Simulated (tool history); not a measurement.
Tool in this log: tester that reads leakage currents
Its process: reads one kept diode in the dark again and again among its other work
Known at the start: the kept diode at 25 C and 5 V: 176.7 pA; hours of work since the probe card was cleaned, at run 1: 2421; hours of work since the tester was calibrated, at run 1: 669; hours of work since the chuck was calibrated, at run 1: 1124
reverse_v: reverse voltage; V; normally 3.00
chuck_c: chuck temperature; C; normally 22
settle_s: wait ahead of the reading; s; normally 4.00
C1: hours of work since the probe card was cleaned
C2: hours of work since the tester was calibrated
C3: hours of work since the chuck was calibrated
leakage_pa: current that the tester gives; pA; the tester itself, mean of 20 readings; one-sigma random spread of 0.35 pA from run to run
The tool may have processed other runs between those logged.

{"run": 1, "hour": 0.0, "reverse_v": 3.0, "chuck_c": 22, "settle_s": 4.0, "C1": 2421, "C2": 669, "C3": 1124, "leakage_pa": 95.72}
{"run": 2, "hour": 30.9, "reverse_v": 3.0, "chuck_c": 22, "settle_s": 4.0, "C1": 2439, "C2": 688, "C3": 1143, "leakage_pa": 95.26}
{"hour": 44.5, "done": "chuck's temperature calibrated"}
{"run": 3, "hour": 76.9, "reverse_v": 3.0, "chuck_c": 22, "settle_s": 4.0, "C1": 2466, "C2": 714, "C3": 19, "leakage_pa": 117.29}
{"run": 4, "hour": 101.8, "reverse_v": 3.0, "chuck_c": 22, "settle_s": 4.0, "C1": 2481, "C2": 729, "C3": 34, "leakage_pa": 116.9}
{"run": 5, "hour": 146.6, "reverse_v": 3.0, "chuck_c": 22, "settle_s": 4.0, "C1": 2508, "C2": 756, "C3": 61, "leakage_pa": 115.7}
{"run": 6, "hour": 194.2, "reverse_v": 1.05, "chuck_c": 22, "settle_s": 4.0, "C1": 2536, "C2": 784, "C3": 90, "leakage_pa": 80.0}
{"run": 7, "hour": 224.0, "reverse_v": 1.05, "chuck_c": 22, "settle_s": 4.0, "C1": 2554, "C2": 802, "C3": 108, "leakage_pa": 79.49}
{"run": 8, "hour": 265.6, "reverse_v": 1.05, "chuck_c": 22, "settle_s": 4.0, "C1": 2579, "C2": 827, "C3": 133, "leakage_pa": 79.11}
{"run": 9, "hour": 292.3, "reverse_v": 3.0, "chuck_c": 34, "settle_s": 4.0, "C1": 2595, "C2": 843, "C3": 149, "leakage_pa": 292.43}
{"run": 10, "hour": 313.8, "reverse_v": 3.0, "chuck_c": 43, "settle_s": 4.0, "C1": 2608, "C2": 856, "C3": 162, "leakage_pa": 559.86}
{"run": 11, "hour": 353.6, "reverse_v": 3.0, "chuck_c": 43, "settle_s": 4.0, "C1": 2632, "C2": 880, "C3": 185, "leakage_pa": 561.5}
{"run": 12, "hour": 390.9, "reverse_v": 3.0, "chuck_c": 43, "settle_s": 4.0, "C1": 2654, "C2": 902, "C3": 208, "leakage_pa": 558.72}
{"run": 13, "hour": 431.2, "reverse_v": 3.0, "chuck_c": 43, "settle_s": 4.0, "C1": 2678, "C2": 927, "C3": 232, "leakage_pa": 558.28}
{"run": 14, "hour": 465.0, "reverse_v": 3.0, "chuck_c": 43, "settle_s": 4.0, "C1": 2699, "C2": 947, "C3": 252, "leakage_pa": 556.57}
{"run": 15, "hour": 503.0, "reverse_v": 3.0, "chuck_c": 43, "settle_s": 0.79, "C1": 2722, "C2": 970, "C3": 275, "leakage_pa": 556.45}
{"run": 16, "hour": 524.9, "reverse_v": 3.0, "chuck_c": 22, "settle_s": 4.0, "C1": 2735, "C2": 983, "C3": 288, "leakage_pa": 111.3}
{"run": 17, "hour": 563.2, "reverse_v": 3.0, "chuck_c": 22, "settle_s": 4.0, "C1": 2758, "C2": 1006, "C3": 311, "leakage_pa": 112.14}
{"run": 18, "hour": 607.9, "reverse_v": 3.0, "chuck_c": 22, "settle_s": 4.0, "C1": 2784, "C2": 1033, "C3": 338, "leakage_pa": 110.97}
{"run": 19, "hour": 643.1, "reverse_v": 3.0, "chuck_c": 20, "settle_s": 4.0, "C1": 2806, "C2": 1054, "C3": 359, "leakage_pa": 93.47}
{"run": 20, "hour": 690.3, "reverse_v": 3.0, "chuck_c": 20, "settle_s": 4.0, "C1": 2834, "C2": 1082, "C3": 388, "leakage_pa": 93.39}
{"run": 21, "hour": 714.7, "reverse_v": 11.24, "chuck_c": 51, "settle_s": 1.05, "C1": 2849, "C2": 1097, "C3": 402, "leakage_pa": 1516.39}
{"run": 22, "hour": 734.9, "reverse_v": 10.01, "chuck_c": 22, "settle_s": 5.27, "C1": 2861, "C2": 1109, "C3": 414, "leakage_pa": 168.64}
{"run": 23, "hour": 765.2, "reverse_v": 10.01, "chuck_c": 22, "settle_s": 5.27, "C1": 2879, "C2": 1127, "C3": 432, "leakage_pa": 168.73}
{"run": 24, "hour": 787.8, "reverse_v": 10.01, "chuck_c": 22, "settle_s": 5.27, "C1": 2892, "C2": 1141, "C3": 446, "leakage_pa": 167.25}
{"run": 25, "hour": 816.4, "reverse_v": 10.01, "chuck_c": 22, "settle_s": 5.27, "C1": 2910, "C2": 1158, "C3": 463, "leakage_pa": 167.32}
{"run": 26, "hour": 848.4, "reverse_v": 10.01, "chuck_c": 22, "settle_s": 5.27, "C1": 2929, "C2": 1177, "C3": 482, "leakage_pa": 167.43}
{"run": 27, "hour": 895.9, "reverse_v": 10.27, "chuck_c": 22, "settle_s": 2.87, "C1": 2957, "C2": 1205, "C3": 511, "leakage_pa": 167.57}
{"run": 28, "hour": 936.6, "reverse_v": 1.92, "chuck_c": 46, "settle_s": 4.0, "C1": 2982, "C2": 1230, "C3": 535, "leakage_pa": 564.23}
{"run": 29, "hour": 982.2, "reverse_v": 5.51, "chuck_c": 21, "settle_s": 4.0, "C1": 3009, "C2": 1257, "C3": 563, "leakage_pa": 122.83}
{"run": 30, "hour": 1013.5, "reverse_v": 7.47, "chuck_c": 26, "settle_s": 7.01, "C1": 3028, "C2": 1276, "C3": 581, "leakage_pa": 203.49}
{"run": 31, "hour": 1039.3, "reverse_v": 7.47, "chuck_c": 26, "settle_s": 7.01, "C1": 3043, "C2": 1291, "C3": 597, "leakage_pa": 202.36}
{"run": 32, "hour": 1064.3, "reverse_v": 7.47, "chuck_c": 26, "settle_s": 7.01, "C1": 3058, "C2": 1306, "C3": 612, "leakage_pa": 202.3}
{"run": 33, "hour": 1104.4, "reverse_v": 8.24, "chuck_c": 26, "settle_s": 7.01, "C1": 3082, "C2": 1331, "C3": 636, "leakage_pa": 208.86}
{"run": 34, "hour": 1146.0, "reverse_v": 8.24, "chuck_c": 26, "settle_s": 7.01, "C1": 3107, "C2": 1355, "C3": 661, "leakage_pa": 207.9}
{"run": 35, "hour": 1176.7, "reverse_v": 1.58, "chuck_c": 33, "settle_s": 4.0, "C1": 3126, "C2": 1374, "C3": 679, "leakage_pa": 199.73}
{"run": 36, "hour": 1196.2, "reverse_v": 3.01, "chuck_c": 21, "settle_s": 4.93, "C1": 3137, "C2": 1386, "C3": 691, "leakage_pa": 96.81}
{"run": 37, "hour": 1229.6, "reverse_v": 3.01, "chuck_c": 21, "settle_s": 4.93, "C1": 3157, "C2": 1406, "C3": 711, "leakage_pa": 96.1}
{"run": 38, "hour": 1257.3, "reverse_v": 3.01, "chuck_c": 21, "settle_s": 4.93, "C1": 3174, "C2": 1422, "C3": 728, "leakage_pa": 95.82}
{"run": 39, "hour": 1283.5, "reverse_v": 3.01, "chuck_c": 21, "settle_s": 4.93, "C1": 3190, "C2": 1438, "C3": 743, "leakage_pa": 96.01}
{"run": 40, "hour": 1323.5, "reverse_v": 10.93, "chuck_c": 51, "settle_s": 0.96, "C1": 3214, "C2": 1462, "C3": 767, "leakage_pa": 1416.68}

The same runs without the tool's hidden state, with the same run-to-run variation:
The tool's hidden condition here consists of: stray current of the dirty probe card, pA a volt; current scale over the true one, %; true chuck temperature over the reading, C; drift of the gauge itself on leakage_pa, %.
run=1 leakage_pa=116.69
run=2 leakage_pa=116.50
run=3 leakage_pa=116.71
run=4 leakage_pa=116.58
run=5 leakage_pa=115.85
run=6 leakage_pa=80.85
run=7 leakage_pa=80.57
run=8 leakage_pa=80.52
run=9 leakage_pa=298.10
run=10 leakage_pa=572.11
run=11 leakage_pa=575.91
run=12 leakage_pa=574.89
run=13 leakage_pa=576.46
run=14 leakage_pa=576.32
run=15 leakage_pa=578.15
run=16 leakage_pa=115.75
run=17 leakage_pa=117.07
run=18 leakage_pa=116.35
run=19 leakage_pa=98.22
run=20 leakage_pa=98.58
run=21 leakage_pa=1597.84
run=22 leakage_pa=176.75
run=23 leakage_pa=177.36
run=24 leakage_pa=176.19
run=25 leakage_pa=176.76
run=26 leakage_pa=177.38
run=27 leakage_pa=178.19
run=28 leakage_pa=608.12
run=29 leakage_pa=132.71
run=30 leakage_pa=220.56
run=31 leakage_pa=219.88
run=32 leakage_pa=220.34
run=33 leakage_pa=228.09
run=34 leakage_pa=227.91
run=35 leakage_pa=221.26
run=36 leakage_pa=107.40
run=37 leakage_pa=106.97
run=38 leakage_pa=106.99
run=39 leakage_pa=107.46
run=40 leakage_pa=1569.83

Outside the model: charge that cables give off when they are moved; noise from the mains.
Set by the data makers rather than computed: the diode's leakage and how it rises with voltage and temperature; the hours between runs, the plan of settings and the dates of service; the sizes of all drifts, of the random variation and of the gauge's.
